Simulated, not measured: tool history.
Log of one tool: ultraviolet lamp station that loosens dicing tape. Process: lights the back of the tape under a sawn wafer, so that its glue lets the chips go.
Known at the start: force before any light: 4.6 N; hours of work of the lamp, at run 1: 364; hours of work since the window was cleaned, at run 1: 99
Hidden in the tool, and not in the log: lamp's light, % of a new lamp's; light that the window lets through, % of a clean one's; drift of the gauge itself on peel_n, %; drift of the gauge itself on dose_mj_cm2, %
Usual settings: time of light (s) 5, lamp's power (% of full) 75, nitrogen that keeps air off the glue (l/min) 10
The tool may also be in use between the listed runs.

| run | hour | time of light (s) | lamp's power (% of full) | nitrogen that keeps air off the glue (l/min) | hours of work of the lamp | hours of work since the window was cleaned | force that peels the tape off (N) | light that reached the tape (mJ/cm²) |
|---|---|---|---|---|---|---|---|---|
| 1 | 0.0 | 5 | 75 | 10 | 364 | 99 | 0.180 | 394 |
| 2 | 27.5 | 5 | 75 | 10 | 381 | 116 | 0.184 | 383 |
| 3 | 44.3 | 5 | 75 | 10 | 391 | 127 | 0.182 | 388 |
| 4 | 61.0 | 5 | 75 | 10 | 401 | 137 | 0.184 | 388 |
| 5 | 81.4 | 5 | 75 | 10 | 414 | 150 | 0.175 | 382 |
| 6 | 93.0 | 5 | 75 | 10 | 421 | 157 | 0.188 | 384 |
| 7 | 120.4 | 5 | 75 | 10 | 438 | 174 | 0.191 | 375 |
| 8 | 145.1 | 5 | 75 | 10 | 453 | 189 | 0.187 | 376 |
| 9 | 167.9 | 5 | 99 | 10 | 467 | 203 | 0.119 | 495 |
|  | 170.5 | window cleaned of glue's vapour |
| 10 | 188.3 | 5 | 75 | 4 | 479 | 11 | 0.417 | 363 |
| 11 | 207.2 | 5 | 75 | 3 | 491 | 23 | 0.523 | 368 |
| 12 | 234.0 | 5 | 75 | 3 | 507 | 39 | 0.540 | 364 |
| 13 | 261.9 | 5 | 75 | 3 | 525 | 56 | 0.528 | 358 |
| 14 | 274.9 | 9 | 81 | 8 | 533 | 64 | 0.110 | 689 |
|  | 280.0 | window cleaned of glue's vapour, once more |
| 15 | 296.6 | 9 | 81 | 8 | 546 | 10 | 0.104 | 746 |
| 16 | 317.9 | 9 | 81 | 8 | 559 | 23 | 0.106 | 738 |
| 17 | 340.4 | 2 | 72 | 5 | 573 | 37 | 1.531 | 146 |
| 18 | 354.8 | 3 | 72 | 7 | 581 | 46 | 0.721 | 220 |
| 19 | 375.3 | 8 | 72 | 7 | 594 | 59 | 0.124 | 576 |
| 20 | 399.5 | 8 | 75 | 14 | 609 | 74 | 0.097 | 593 |
| 21 | 414.2 | 8 | 89 | 14 | 618 | 83 | 0.096 | 699 |
| 22 | 435.0 | 2 | 72 | 7 | 631 | 95 | 1.363 | 140 |
| 23 | 455.7 | 5 | 60 | 7 | 644 | 108 | 0.418 | 291 |
| 24 | 478.3 | 2 | 91 | 10 | 657 | 122 | 0.807 | 176 |
| 25 | 497.9 | 5 | 79 | 8 | 670 | 134 | 0.206 | 379 |
| 26 | 510.3 | 8 | 79 | 9 | 677 | 142 | 0.107 | 607 |

Forecast each of these 4 alternatives for the next run:
| A | 534.5 | 3 | 65 | 14 | 692 | 157 | ? | ? |
| B | 534.5 | 5 | 75 | 18 | 692 | 157 | ? | ? |
| C | 534.5 | 7 | 62 | 10 | 692 | 157 | ? | ? |
| D | 534.5 | 8 | 69 | 9 | 692 | 157 | ? | ? |

| run | force that peels the tape off (N) | light that reached the tape (mJ/cm²) |
|---|---|---|
| A | 0.630 | 183 |
| B | 0.129 | 356 |
| C | 0.153 | 415 |
| D | 0.115 | 528 |
Without the tool's hidden state the same runs would have given:
| run | force that peels the tape off (N) | light that reached the tape (mJ/cm²) |
|---|---|---|
| A | 0.446 | 219 |
| B | 0.101 | 426 |
| C | 0.118 | 496 |
| D | 0.101 | 632 |

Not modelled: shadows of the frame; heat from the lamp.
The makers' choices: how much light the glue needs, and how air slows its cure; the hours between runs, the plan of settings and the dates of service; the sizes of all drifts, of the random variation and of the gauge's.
